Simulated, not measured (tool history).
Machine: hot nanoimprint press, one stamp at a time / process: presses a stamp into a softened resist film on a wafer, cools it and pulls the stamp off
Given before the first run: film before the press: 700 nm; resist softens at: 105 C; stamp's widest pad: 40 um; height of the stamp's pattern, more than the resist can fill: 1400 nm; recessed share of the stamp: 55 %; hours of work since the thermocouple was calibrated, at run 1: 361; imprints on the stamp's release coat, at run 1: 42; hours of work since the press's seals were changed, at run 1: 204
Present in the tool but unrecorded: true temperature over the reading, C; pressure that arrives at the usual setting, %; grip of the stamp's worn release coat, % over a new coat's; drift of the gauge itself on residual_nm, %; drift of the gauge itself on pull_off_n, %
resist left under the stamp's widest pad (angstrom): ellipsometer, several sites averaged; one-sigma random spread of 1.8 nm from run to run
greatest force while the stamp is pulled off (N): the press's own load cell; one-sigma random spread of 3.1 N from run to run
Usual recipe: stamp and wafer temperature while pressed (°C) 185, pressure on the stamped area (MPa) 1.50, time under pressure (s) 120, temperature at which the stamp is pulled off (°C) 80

run,hour,stamp and wafer temperature while pressed (°C),pressure on the stamped area (MPa),time under pressure (s),temperature at which the stamp is pulled off (°C),hours of work since the thermocouple was calibrated,imprints on the stamp's release coat,hours of work since the press's seals were changed,resist left under the stamp's widest pad (angstrom),greatest force while the stamp is pulled off (N)
1,0.0,185,1.50,120,80,361,42,204,2938,141
2,26.6,185,1.50,120,80,377,170,220,2899,146
3,54.2,185,1.50,120,80,393,301,236,2935,146
4,67.8,185,1.50,120,80,402,366,244,2923,141
5,81.8,185,1.50,120,88,410,433,253,2905,128
6,98.0,185,0.92,120,88,420,510,262,3583,131
7,117.9,185,0.92,120,88,432,605,274,3599,130
8,136.3,185,0.92,120,88,443,693,285,3603,131
9,165.8,185,0.92,120,88,460,834,303,3602,127
# hour 179.9: plate thermocouple calibrated
10,200.2,185,1.50,109,80,12,983,322,3078,147
11,216.6,185,1.50,109,80,22,1062,332,3062,146
12,236.6,187,1.31,85,80,34,1157,344,3302,143
13,254.6,183,1.94,70,66,45,1243,354,3458,175
14,284.6,174,1.00,112,68,63,1386,372,4955,166
15,311.7,179,1.50,189,65,79,1516,389,3071,180
# hour 336.0: stamp cleaned and given a new release coat
16,344.4,193,1.44,189,65,95,40,405,1848,169
17,370.8,193,1.44,189,65,111,166,420,1840,177
18,385.9,197,1.50,120,80,120,238,429,1923,147
19,405.8,185,1.50,120,70,132,333,441,2958,157
20,434.8,185,1.50,120,70,149,472,459,2932,157
21,453.3,185,1.50,120,70,160,560,470,2940,164
22,467.0,185,1.50,120,70,168,625,478,2883,164

5 options for the next run, each taken on its own from the tool as it stands now. Forecast them:
A,489.4,185,2.31,118,80,182,732,491,?,?
B,489.4,183,1.23,120,84,182,732,491,?,?
C,489.4,185,2.34,189,70,182,732,491,?,?
D,489.4,185,1.50,73,80,182,732,491,?,?
E,489.4,185,1.50,120,83,182,732,491,?,?

run,resist left under the stamp's widest pad (angstrom),greatest force while the stamp is pulled off (N)
A,2411,142
B,3414,137
C,1959,163
D,3555,145
E,2918,133
Take away the tool's hidden state, keep each run's random variation, and the runs would have read:
run,resist left under the stamp's widest pad (angstrom),greatest force while the stamp is pulled off (N)
A,2411,142
B,3415,137
C,1960,162
D,3556,144
E,2919,133

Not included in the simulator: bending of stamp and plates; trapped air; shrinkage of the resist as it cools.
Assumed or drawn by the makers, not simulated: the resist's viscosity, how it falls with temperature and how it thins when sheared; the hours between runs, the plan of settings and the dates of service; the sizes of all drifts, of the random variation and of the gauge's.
